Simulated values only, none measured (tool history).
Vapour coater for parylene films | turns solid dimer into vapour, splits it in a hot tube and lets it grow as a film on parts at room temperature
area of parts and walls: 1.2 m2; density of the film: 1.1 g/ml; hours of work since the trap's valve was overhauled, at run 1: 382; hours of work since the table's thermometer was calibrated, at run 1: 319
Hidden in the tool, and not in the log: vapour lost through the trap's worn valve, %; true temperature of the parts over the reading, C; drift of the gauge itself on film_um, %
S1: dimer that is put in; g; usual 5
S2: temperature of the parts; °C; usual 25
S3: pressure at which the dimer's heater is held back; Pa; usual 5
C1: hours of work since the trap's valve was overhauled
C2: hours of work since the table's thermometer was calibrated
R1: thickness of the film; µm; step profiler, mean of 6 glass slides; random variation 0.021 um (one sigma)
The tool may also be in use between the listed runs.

| run | day | S1 | S2 | S3 | C1 | C2 | R1 |
|---|---|---|---|---|---|---|---|
| 1 | 0 | 5 | 25 | 5 | 382 | 319 | 1.99 |
| 2 | 0.5 | 5 | 25 | 5 | 387 | 323 | 2.01 |
| 3 | 1.333 | 5 | 25 | 5 | 395 | 331 | 2.03 |
| 4 | 2.008 | 5 | 25 | 5 | 401 | 338 | 1.99 |
| 5 | 2.833 | 5 | 25 | 5 | 409 | 346 | 1.98 |
| 6 | 3.871 | 5 | 25 | 5 | 419 | 356 | 2.02 |
| 7 | 4.5 | 5 | 25 | 5 | 425 | 362 | 2.02 |
| 8 | 5.45 | 5 | 25 | 5 | 435 | 372 | 2.02 |
| 9 | 6.625 | 5 | 18 | 5 | 446 | 383 | 2.43 |
| 10 | 7.121 | 2 | 25 | 5 | 451 | 388 | 0.79 |
| 11 | 7.788 | 2 | 25 | 5 | 457 | 394 | 0.79 |
| 12 | 8.496 | 5 | 25 | 5 | 464 | 401 | 2.01 |
| 13 | 9.629 | 5 | 25 | 5 | 475 | 412 | 1.99 |
| 14 | 10.425 | 5 | 24 | 4.54 | 483 | 420 | 2.09 |
| 15 | 11.088 | 5 | 33 | 4.54 | 490 | 426 | 1.68 |
| 16 | 12.067 | 6 | 18 | 3.78 | 499 | 436 | 3.11 |
| 17 | 13.192 | 5 | 27 | 2.91 | 510 | 447 | 2.14 |
| 18 | 14.167 | 3 | 18 | 10.78 | 520 | 456 | 1.21 |
| 19 | 14.746 | 3 | 18 | 10.78 | 525 | 462 | 1.21 |
| 20 | 15.738 | 3 | 18 | 10.78 | 535 | 472 | 1.2 |
| 21 | 16.467 | 3 | 18 | 10.78 | 542 | 479 | 1.2 |
| 22 | 17.662 | 3 | 18 | 10.78 | 554 | 490 | 1.17 |
|  | 18.092 | trap's valve overhauled |
| 23 | 18.962 | 5 | 25 | 3.02 | 8 | 501 | 2.28 |

4 ways to go on from here, each from the tool as it stands after run 23. What would each give?
| A | 19.783 | 5 | 31 | 5 | 16 | 509 | ? |
| B | 19.783 | 3 | 28 | 6.63 | 16 | 509 | ? |
| C | 19.783 | 7 | 36 | 2.11 | 16 | 509 | ? |
| D | 19.783 | 3 | 36 | 9.61 | 16 | 509 | ? |

| run | R1 |
|---|---|
| A | 1.69 |
| B | 1.03 |
| C | 2.57 |
| D | 0.72 |
Without the tool's hidden state the same runs would have given:
| run | R1 |
|---|---|
| A | 1.69 |
| B | 1.03 |
| C | 2.57 |
| D | 0.72 |
